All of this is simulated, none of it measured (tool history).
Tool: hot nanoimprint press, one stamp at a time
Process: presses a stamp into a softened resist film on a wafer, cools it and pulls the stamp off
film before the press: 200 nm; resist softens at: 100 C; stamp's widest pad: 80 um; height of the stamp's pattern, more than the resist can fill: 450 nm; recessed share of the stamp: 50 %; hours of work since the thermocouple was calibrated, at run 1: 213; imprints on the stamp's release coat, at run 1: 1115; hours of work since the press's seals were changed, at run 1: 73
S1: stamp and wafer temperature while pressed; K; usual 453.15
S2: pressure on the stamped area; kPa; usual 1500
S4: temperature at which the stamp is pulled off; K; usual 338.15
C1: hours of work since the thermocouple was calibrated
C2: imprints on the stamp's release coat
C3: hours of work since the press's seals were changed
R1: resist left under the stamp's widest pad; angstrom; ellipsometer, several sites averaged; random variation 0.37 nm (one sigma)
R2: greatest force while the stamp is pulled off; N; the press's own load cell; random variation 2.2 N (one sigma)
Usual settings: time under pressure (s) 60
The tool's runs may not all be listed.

run 1 hour=0 | S1=453.15 S2=1500 time_under_pressure_(s)=60 S4=338.15 | C1=213 C2=1115 C3=73 | R1=958 R2=170
-- hour=11.3 stamp cleaned and given a new release coat
run 2 hour=54.9 | S1=453.15 S2=1500 time_under_pressure_(s)=60 S4=338.15 | C1=240 C2=128 C3=100 | R1=960 R2=137
run 3 hour=104.2 | S1=453.15 S2=1500 time_under_pressure_(s)=60 S4=338.15 | C1=268 C2=273 C3=128 | R1=968 R2=150
run 4 hour=169.1 | S1=453.15 S2=1500 time_under_pressure_(s)=60 S4=338.15 | C1=305 C2=464 C3=165 | R1=974 R2=154
run 5 hour=198.9 | S1=453.15 S2=1500 time_under_pressure_(s)=60 S4=338.15 | C1=321 C2=552 C3=181 | R1=965 R2=158
run 6 hour=239 | S1=453.15 S2=1500 time_under_pressure_(s)=60 S4=338.15 | C1=344 C2=670 C3=204 | R1=980 R2=158
run 7 hour=281.1 | S1=453.15 S2=1500 time_under_pressure_(s)=60 S4=338.15 | C1=368 C2=794 C3=227 | R1=975 R2=160
run 8 hour=339.4 | S1=453.15 S2=1500 time_under_pressure_(s)=60 S4=338.15 | C1=400 C2=965 C3=260 | R1=977 R2=168
-- hour=369.5 plate thermocouple calibrated
run 9 hour=374.1 | S1=450.15 S2=1500 time_under_pressure_(s)=60 S4=338.15 | C1=3 C2=1058 C3=278 | R1=1017 R2=167
-- hour=400.5 stamp cleaned and given a new release coat
run 10 hour=442 | S1=456.15 S2=2000 time_under_pressure_(s)=69 S4=324.15 | C1=37 C2=122 C3=313 | R1=726 R2=163
run 11 hour=510.8 | S1=444.15 S2=920 time_under_pressure_(s)=60 S4=331.15 | C1=76 C2=324 C3=351 | R1=1439 R2=155
run 12 hour=559.6 | S1=444.15 S2=920 time_under_pressure_(s)=60 S4=331.15 | C1=103 C2=468 C3=379 | R1=1449 R2=161
run 13 hour=606.3 | S1=450.15 S2=920 time_under_pressure_(s)=118 S4=337.15 | C1=130 C2=605 C3=405 | R1=1075 R2=156
run 14 hour=660.5 | S1=459.15 S2=1500 time_under_pressure_(s)=72 S4=344.15 | C1=160 C2=765 C3=436 | R1=800 R2=147
run 15 hour=717 | S1=459.15 S2=1500 time_under_pressure_(s)=72 S4=344.15 | C1=192 C2=931 C3=467 | R1=807 R2=151
run 16 hour=770.2 | S1=459.15 S2=1500 time_under_pressure_(s)=72 S4=344.15 | C1=222 C2=1087 C3=497 | R1=803 R2=158

Forecast each of these 5 alternatives for the next run:
-- hour=791.1 stamp cleaned and given a new release coat
run A hour=831.3 | S1=454.15 S2=2160 time_under_pressure_(s)=72 S4=344.15 | C1=253 C2=118 C3=528 | R1=? R2=?
-- hour=791.1 stamp cleaned and given a new release coat
run B hour=831.3 | S1=442.15 S2=1410 time_under_pressure_(s)=34 S4=344.15 | C1=253 C2=118 C3=528 | R1=? R2=?
-- hour=791.1 stamp cleaned and given a new release coat
run C hour=831.3 | S1=459.15 S2=1500 time_under_pressure_(s)=69 S4=340.15 | C1=253 C2=118 C3=528 | R1=? R2=?
-- hour=791.1 stamp cleaned and given a new release coat
run D hour=831.3 | S1=453.15 S2=2310 time_under_pressure_(s)=60 S4=338.15 | C1=253 C2=118 C3=528 | R1=? R2=?
-- hour=791.1 stamp cleaned and given a new release coat
run E hour=831.3 | S1=459.15 S2=1500 time_under_pressure_(s)=99 S4=336.15 | C1=253 C2=118 C3=528 | R1=? R2=?

run=A R1=742 R2=127
run=B R1=1473 R2=129
run=C R1=821 R2=136
run=D R1=792 R2=144
run=E R1=723 R2=142
Without the tool's hidden state the same runs would have given:
run=A R1=695 R2=122
run=B R1=1425 R2=125
run=C R1=782 R2=131
run=D R1=740 R2=139
run=E R1=687 R2=137

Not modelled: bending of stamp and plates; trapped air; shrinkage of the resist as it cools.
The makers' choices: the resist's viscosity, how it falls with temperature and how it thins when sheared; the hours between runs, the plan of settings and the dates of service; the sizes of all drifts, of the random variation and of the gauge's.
